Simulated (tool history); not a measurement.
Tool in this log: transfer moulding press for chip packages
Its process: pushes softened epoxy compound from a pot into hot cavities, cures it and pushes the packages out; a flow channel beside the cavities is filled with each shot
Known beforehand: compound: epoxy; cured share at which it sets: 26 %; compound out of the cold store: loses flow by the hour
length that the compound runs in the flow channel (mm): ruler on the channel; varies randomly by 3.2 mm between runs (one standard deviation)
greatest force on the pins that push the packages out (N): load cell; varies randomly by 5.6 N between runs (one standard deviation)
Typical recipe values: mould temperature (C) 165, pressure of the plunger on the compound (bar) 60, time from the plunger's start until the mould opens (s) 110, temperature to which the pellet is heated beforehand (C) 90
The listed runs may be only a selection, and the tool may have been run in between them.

run     day  mould temperature (C)  pressure of the plunger on the compound (bar)  time from the plunger's start until the mould opens (s)  temperature to which the pellet is heated beforehand (C)  incoming compound's hours out of the cold store  length that the compound runs in the flow channel (mm)  greatest force on the pins that push the packages out (N)
  1       0                    165                                             60                                                      110                                                        90                                             21.7                                                     865                                                        228
  2   1.879                    165                                             60                                                      110                                                        90                                             16.8                                                     888                                                        315
      2.312  -- cavities cleaned with cleaning compound and waxed
      4.188  -- mould's thermocouples calibrated
      4.967  -- cavities cleaned with cleaning compound and waxed
  3   6.204                    165                                             60                                                      110                                                        90                                             18.7                                                     858                                                        283
      7.329  -- cavities cleaned with cleaning compound and waxed
  4   8.192                    165                                             60                                                      110                                                        90                                             28.6                                                     807                                                        271
      8.712  -- plunger's sealing rings changed
      9.904  -- cavities cleaned with cleaning compound and waxed
     12.229  -- cavities cleaned with cleaning compound and waxed
  5  12.229                    165                                             60                                                      110                                                        81                                             12.4                                                     954                                                        195
     14.733  -- cavities cleaned with cleaning compound and waxed
  6  15.783                    165                                             60                                                      110                                                        81                                             21.9                                                     903                                                        261
     17.229  -- cavities cleaned with cleaning compound and waxed
  7  18.071                    165                                             60                                                      110                                                        81                                             20.2                                                     898                                                        269
     19.546  -- cavities cleaned with cleaning compound and waxed
  8  20.788                    165                                             60                                                      110                                                        81                                             45.4                                                     765                                                        280
     22.038  -- cavities cleaned with cleaning compound and waxed
  9  23.988                    165                                             60                                                      110                                                        81                                             41.3                                                     781                                                        292
     24.408  -- cavities cleaned with cleaning compound and waxed
     26.762  -- cavities cleaned with cleaning compound and waxed
 10  27.954                    164                                             60                                                      110                                                        90                                             20.4                                                     871                                                        286
     29.125  -- cavities cleaned with cleaning compound and waxed
 11  30.121                    169                                             60                                                      110                                                        90                                             18.1                                                     865                                                        237
     31.467  -- cavities cleaned with cleaning compound and waxed
 12  32.562                    159                                           62.1                                                      105                                                        98                                               40                                                     787                                                        405
     33.758  -- cavities cleaned with cleaning compound and waxed
     34.192  -- plunger's sealing rings changed
 13  34.471                    159                                           62.1                                                      105                                                        98                                             32.9                                                     887                                                        378
     36.262  -- cavities cleaned with cleaning compound and waxed
 14  37.046                    165                                             50                                                      110                                                        87                                             38.1                                                     752                                                        262
     38.646  -- cavities cleaned with cleaning compound and waxed
     39.883  -- mould's thermocouples calibrated
 15  39.883                    165                                             60                                                      141                                                        82                                             27.8                                                     870                                                        227
     41.104  -- cavities cleaned with cleaning compound and waxed
 16  41.767                    165                                             60                                                      110                                                        84                                             47.3                                                     775                                                        246
     43.496  -- cavities cleaned with cleaning compound and waxed
 17  44.375                    165                                             60                                                      110                                                        84                                               42                                                     795                                                        249
     45.838  -- cavities cleaned with cleaning compound and waxed
     48.238  -- cavities cleaned with cleaning compound and waxed
 18  48.533                    164                                             51                                                      117                                                        85                                             25.9                                                     785                                                        210
     50.654  -- cavities cleaned with cleaning compound and waxed
 19  51.633                    166                                           62.2                                                      117                                                        85                                             10.6                                                     935                                                        247
     52.946  -- cavities cleaned with cleaning compound and waxed
 20  54.638                    164                                           74.3                                                      110                                                        90                                             28.7                                                     919                                                        310
     55.254  -- cavities cleaned with cleaning compound and waxed
 21  56.467                    165                                           66.9                                                      110                                                        84                                             14.1                                                     933                                                        291

How would selected steps in length that the compound runs in the flow channel (mm) from run to run divide? Give the signed amount a tool lacking its hidden state would still show from settings, what came in and random variation, and the signed amount left for the hidden state, including any gauge scatter that is not in both of the compared results.
Hidden state at play: true mould temperature over the reading, C; pressure that reaches the compound, % of what is set; grip of the stained cavities, % over clean ones'; drift of the gauge itself on flow_mm, %; drift of the gauge itself on push_out_n, %.
Run 4 -> 5: temperature to which the pellet is heated beforehand (C) 90 -> 81, plunger's sealing rings changed, cavities cleaned with cleaning compound and waxed, cavities cleaned with cleaning compound and waxed. length that the compound runs in the flow channel (mm) +147: hidden state +62, all else +85.
Run 12 -> 13: cavities cleaned with cleaning compound and waxed, plunger's sealing rings changed. length that the compound runs in the flow channel (mm) +100: hidden state +62, all else +38.
Run 18 -> 19: mould temperature (C) 164 -> 166, pressure of the plunger on the compound (bar) 51 -> 62.2, cavities cleaned with cleaning compound and waxed. length that the compound runs in the flow channel (mm) +150: hidden state -17, all else +167.

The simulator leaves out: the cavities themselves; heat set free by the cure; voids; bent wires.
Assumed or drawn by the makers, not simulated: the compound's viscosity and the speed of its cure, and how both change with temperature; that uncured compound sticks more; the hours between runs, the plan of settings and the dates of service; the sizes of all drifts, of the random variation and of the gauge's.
